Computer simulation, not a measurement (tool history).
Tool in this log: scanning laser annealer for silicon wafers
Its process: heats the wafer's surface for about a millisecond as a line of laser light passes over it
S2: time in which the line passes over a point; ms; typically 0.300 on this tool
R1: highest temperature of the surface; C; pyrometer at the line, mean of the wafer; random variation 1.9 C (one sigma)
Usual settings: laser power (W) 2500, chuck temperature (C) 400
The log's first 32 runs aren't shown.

{"run": 33, "day": 50.617, "laser power (W)": 2657, "S2": 0.3, "chuck temperature (C)": 400, "R1": 1156}
{"run": 34, "day": 51.938, "laser power (W)": 2622, "S2": 0.3, "chuck temperature (C)": 369, "R1": 1113}
{"run": 35, "day": 52.917, "laser power (W)": 2500, "S2": 0.315, "chuck temperature (C)": 400, "R1": 1127}
{"run": 36, "day": 54.633, "laser power (W)": 2500, "S2": 0.312, "chuck temperature (C)": 404, "R1": 1122}
{"run": 37, "day": 56.325, "laser power (W)": 2127, "S2": 0.312, "chuck temperature (C)": 387, "R1": 989}
{"run": 38, "day": 58.217, "laser power (W)": 2127, "S2": 0.312, "chuck temperature (C)": 387, "R1": 992}
{"run": 39, "day": 59.312, "laser power (W)": 2127, "S2": 0.312, "chuck temperature (C)": 387, "R1": 992}
{"run": 40, "day": 60.708, "laser power (W)": 2500, "S2": 0.329, "chuck temperature (C)": 424, "R1": 1157}

Here are 5 independent what-if runs from the current tool condition. What would each one return?
{"run": "A", "day": 62.529, "laser power (W)": 2287, "S2": 0.308, "chuck temperature (C)": 409, "R1": "?"}
{"run": "B", "day": 62.529, "laser power (W)": 2689, "S2": 0.329, "chuck temperature (C)": 384, "R1": "?"}
{"run": "C", "day": 62.529, "laser power (W)": 2500, "S2": 0.3, "chuck temperature (C)": 406, "R1": "?"}
{"run": "D", "day": 62.529, "laser power (W)": 2500, "S2": 0.276, "chuck temperature (C)": 416, "R1": "?"}
{"run": "E", "day": 62.529, "laser power (W)": 2321, "S2": 0.329, "chuck temperature (C)": 424, "R1": "?"}

run=A R1=1058
run=B R1=1175
run=C R1=1112
run=D R1=1090
run=E R1=1103
Take away the tool's hidden state, keep each run's random variation, and the runs would have read:
run=A R1=1078
run=B R1=1200
run=C R1=1134
run=D R1=1112
run=E R1=1124
